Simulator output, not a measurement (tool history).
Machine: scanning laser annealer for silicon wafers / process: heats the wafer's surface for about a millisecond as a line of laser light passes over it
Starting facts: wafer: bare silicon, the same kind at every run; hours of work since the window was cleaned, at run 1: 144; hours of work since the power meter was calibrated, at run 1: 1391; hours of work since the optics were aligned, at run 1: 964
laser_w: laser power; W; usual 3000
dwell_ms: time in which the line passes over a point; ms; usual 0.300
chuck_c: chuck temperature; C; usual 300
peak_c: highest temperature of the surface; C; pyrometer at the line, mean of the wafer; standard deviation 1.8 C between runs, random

| run | day | laser_w | dwell_ms | chuck_c | hours of work since the window was cleaned | hours of work since the power meter was calibrated | hours of work since the optics were aligned | peak_c |
|---|---|---|---|---|---|---|---|---|
| 1 | 0.000 | 3000 | 0.300 | 300 | 144 | 1391 | 964 | 975 |
| 2 | 3.671 | 3000 | 0.300 | 300 | 182 | 1429 | 1003 | 973 |
| 3 | 6.029 | 3000 | 0.300 | 300 | 207 | 1454 | 1027 | 974 |
| 4 | 9.100 | 3000 | 0.300 | 300 | 238 | 1486 | 1059 | 967 |
| 5 | 12.604 | 3000 | 0.300 | 300 | 275 | 1522 | 1095 | 966 |
| 6 | 15.450 | 3000 | 0.300 | 300 | 304 | 1552 | 1125 | 960 |
| 7 | 18.842 | 3000 | 0.300 | 310 | 340 | 1587 | 1160 | 967 |
| 8 | 22.600 | 3000 | 0.300 | 337 | 379 | 1626 | 1199 | 988 |
| 9 | 24.871 | 3000 | 0.300 | 337 | 402 | 1650 | 1223 | 990 |
| 10 | 27.750 | 3000 | 0.300 | 337 | 432 | 1679 | 1253 | 984 |
|  | 28.754 | window over the wafer cleaned |
| 11 | 30.379 | 3000 | 0.300 | 337 | 17 | 1706 | 1279 | 1028 |
| 12 | 33.100 | 3000 | 0.300 | 337 | 45 | 1734 | 1308 | 1024 |
| 13 | 34.888 | 3000 | 0.300 | 337 | 64 | 1753 | 1326 | 1024 |
| 14 | 38.029 | 3000 | 0.300 | 337 | 96 | 1785 | 1359 | 1019 |
| 15 | 41.167 | 3075 | 0.300 | 300 | 129 | 1818 | 1392 | 997 |
| 16 | 43.908 | 3000 | 0.300 | 300 | 158 | 1847 | 1420 | 978 |
| 17 | 46.958 | 3000 | 0.300 | 300 | 189 | 1878 | 1452 | 974 |
|  | 47.938 | optics aligned, line set to its width |
| 18 | 50.538 | 3000 | 0.300 | 300 | 224 | 1913 | 27 | 982 |
| 19 | 52.846 | 2634 | 0.227 | 317 | 248 | 1937 | 51 | 814 |
| 20 | 56.333 | 2633 | 0.227 | 268 | 285 | 1974 | 87 | 763 |
| 21 | 60.038 | 2907 | 0.251 | 276 | 323 | 2012 | 126 | 863 |
| 22 | 62.208 | 2907 | 0.232 | 323 | 346 | 2035 | 148 | 880 |
| 23 | 63.950 | 3179 | 0.380 | 313 | 364 | 2053 | 166 | 1126 |
| 24 | 65.892 | 3179 | 0.380 | 313 | 384 | 2073 | 187 | 1124 |
| 25 | 69.092 | 3179 | 0.380 | 313 | 417 | 2106 | 220 | 1119 |
|  | 71.621 | window over the wafer cleaned |
| 26 | 71.621 | 2667 | 0.216 | 274 | 0 | 2132 | 245 | 783 |
| 27 | 74.542 | 2667 | 0.216 | 274 | 30 | 2162 | 276 | 781 |
| 28 | 76.717 | 2667 | 0.216 | 274 | 53 | 2185 | 298 | 782 |
| 29 | 79.583 | 2667 | 0.216 | 274 | 83 | 2214 | 328 | 778 |
| 30 | 82.117 | 2845 | 0.303 | 269 | 109 | 2241 | 354 | 923 |
| 31 | 85.696 | 2893 | 0.322 | 326 | 146 | 2278 | 392 | 1012 |

Here are 4 independent what-if runs from the current tool condition. What would each one return?
| A | 89.500 | 2893 | 0.375 | 326 | 186 | 2318 | 431 | ? |
| B | 89.500 | 2771 | 0.322 | 293 | 186 | 2318 | 431 | ? |
| C | 89.500 | 3120 | 0.250 | 271 | 186 | 2318 | 431 | ? |
| D | 89.500 | 3047 | 0.300 | 300 | 186 | 2318 | 431 | ? |

| run | peak_c |
|---|---|
| A | 1063 |
| B | 937 |
| C | 921 |
| D | 1000 |
With no hidden state in the tool, these same runs would have given:
| run | peak_c |
|---|---|
| A | 1084 |
| B | 955 |
| C | 939 |
| D | 1020 |
